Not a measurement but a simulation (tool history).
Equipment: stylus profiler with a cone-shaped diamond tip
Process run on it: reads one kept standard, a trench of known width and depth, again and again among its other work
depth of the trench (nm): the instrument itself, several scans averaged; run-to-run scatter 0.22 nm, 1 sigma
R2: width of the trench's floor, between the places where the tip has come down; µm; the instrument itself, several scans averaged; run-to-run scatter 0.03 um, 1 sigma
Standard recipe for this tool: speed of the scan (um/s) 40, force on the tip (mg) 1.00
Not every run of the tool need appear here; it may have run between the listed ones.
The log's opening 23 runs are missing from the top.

run 24 hour=965.8 | speed_of_the_scan_(um/s)=102 force_on_the_tip_(mg)=0.37 | depth_of_the_trench_(nm)=998.71 R2=21.42
run 25 hour=1009.9 | speed_of_the_scan_(um/s)=20 force_on_the_tip_(mg)=0.83 | depth_of_the_trench_(nm)=1001.08 R2=22.86
-- hour=1013.3 height scale calibrated on a step standard
run 26 hour=1037.0 | speed_of_the_scan_(um/s)=61 force_on_the_tip_(mg)=0.50 | depth_of_the_trench_(nm)=998.94 R2=22.27
run 27 hour=1073.1 | speed_of_the_scan_(um/s)=17 force_on_the_tip_(mg)=0.38 | depth_of_the_trench_(nm)=998.36 R2=22.83
-- hour=1108.3 height scale calibrated on a step standard, once more
run 28 hour=1129.8 | speed_of_the_scan_(um/s)=15 force_on_the_tip_(mg)=1.00 | depth_of_the_trench_(nm)=1005.97 R2=22.88
run 29 hour=1186.2 | speed_of_the_scan_(um/s)=112 force_on_the_tip_(mg)=0.64 | depth_of_the_trench_(nm)=1004.33 R2=21.62
run 30 hour=1218.7 | speed_of_the_scan_(um/s)=112 force_on_the_tip_(mg)=0.64 | depth_of_the_trench_(nm)=1004.20 R2=21.58
run 31 hour=1267.2 | speed_of_the_scan_(um/s)=112 force_on_the_tip_(mg)=0.64 | depth_of_the_trench_(nm)=1004.08 R2=21.62
run 32 hour=1316.9 | speed_of_the_scan_(um/s)=112 force_on_the_tip_(mg)=0.64 | depth_of_the_trench_(nm)=1004.03 R2=21.60
run 33 hour=1368.8 | speed_of_the_scan_(um/s)=123 force_on_the_tip_(mg)=2.00 | depth_of_the_trench_(nm)=1009.32 R2=22.09
run 34 hour=1394.2 | speed_of_the_scan_(um/s)=40 force_on_the_tip_(mg)=0.89 | depth_of_the_trench_(nm)=1005.01 R2=22.60
run 35 hour=1444.1 | speed_of_the_scan_(um/s)=137 force_on_the_tip_(mg)=1.83 | depth_of_the_trench_(nm)=1008.39 R2=21.97
run 36 hour=1500.0 | speed_of_the_scan_(um/s)=88 force_on_the_tip_(mg)=2.84 | depth_of_the_trench_(nm)=1011.15 R2=22.42
run 37 hour=1530.5 | speed_of_the_scan_(um/s)=88 force_on_the_tip_(mg)=2.84 | depth_of_the_trench_(nm)=1010.95 R2=22.40
run 38 hour=1583.9 | speed_of_the_scan_(um/s)=12 force_on_the_tip_(mg)=1.84 | depth_of_the_trench_(nm)=1008.00 R2=22.85
run 39 hour=1635.0 | speed_of_the_scan_(um/s)=39 force_on_the_tip_(mg)=1.00 | depth_of_the_trench_(nm)=1005.00 R2=22.50
run 40 hour=1664.0 | speed_of_the_scan_(um/s)=40 force_on_the_tip_(mg)=1.07 | depth_of_the_trench_(nm)=1005.13 R2=22.46
run 41 hour=1689.4 | speed_of_the_scan_(um/s)=40 force_on_the_tip_(mg)=0.60 | depth_of_the_trench_(nm)=1002.56 R2=22.31
run 42 hour=1745.3 | speed_of_the_scan_(um/s)=40 force_on_the_tip_(mg)=0.60 | depth_of_the_trench_(nm)=1002.41 R2=22.29
run 43 hour=1792.7 | speed_of_the_scan_(um/s)=129 force_on_the_tip_(mg)=0.49 | depth_of_the_trench_(nm)=1002.11 R2=20.92
run 44 hour=1842.3 | speed_of_the_scan_(um/s)=13 force_on_the_tip_(mg)=0.55 | depth_of_the_trench_(nm)=1002.05 R2=22.61

5 options for the next run, each taken on its own from the tool as it stands now. Forecast them:
run A hour=1894.5 | speed_of_the_scan_(um/s)=33 force_on_the_tip_(mg)=2.17 | depth_of_the_trench_(nm)=? R2=?
run B hour=1894.5 | speed_of_the_scan_(um/s)=40 force_on_the_tip_(mg)=1.36 | depth_of_the_trench_(nm)=? R2=?
run C hour=1894.5 | speed_of_the_scan_(um/s)=17 force_on_the_tip_(mg)=1.11 | depth_of_the_trench_(nm)=? R2=?
run D hour=1894.5 | speed_of_the_scan_(um/s)=43 force_on_the_tip_(mg)=0.55 | depth_of_the_trench_(nm)=? R2=?
run E hour=1894.5 | speed_of_the_scan_(um/s)=24 force_on_the_tip_(mg)=0.49 | depth_of_the_trench_(nm)=? R2=?

run=A depth_of_the_trench_(nm)=1008.55 R2=22.60
run=B depth_of_the_trench_(nm)=1005.68 R2=22.44
run=C depth_of_the_trench_(nm)=1004.81 R2=22.65
run=D depth_of_the_trench_(nm)=1002.11 R2=22.19
run=E depth_of_the_trench_(nm)=1001.73 R2=22.41
With no hidden state in the tool, these same runs would have given:
run=A depth_of_the_trench_(nm)=1010.60 R2=23.81
run=B depth_of_the_trench_(nm)=1007.72 R2=23.65
run=C depth_of_the_trench_(nm)=1006.85 R2=23.85
run=D depth_of_the_trench_(nm)=1004.15 R2=23.40
run=E depth_of_the_trench_(nm)=1003.77 R2=23.61
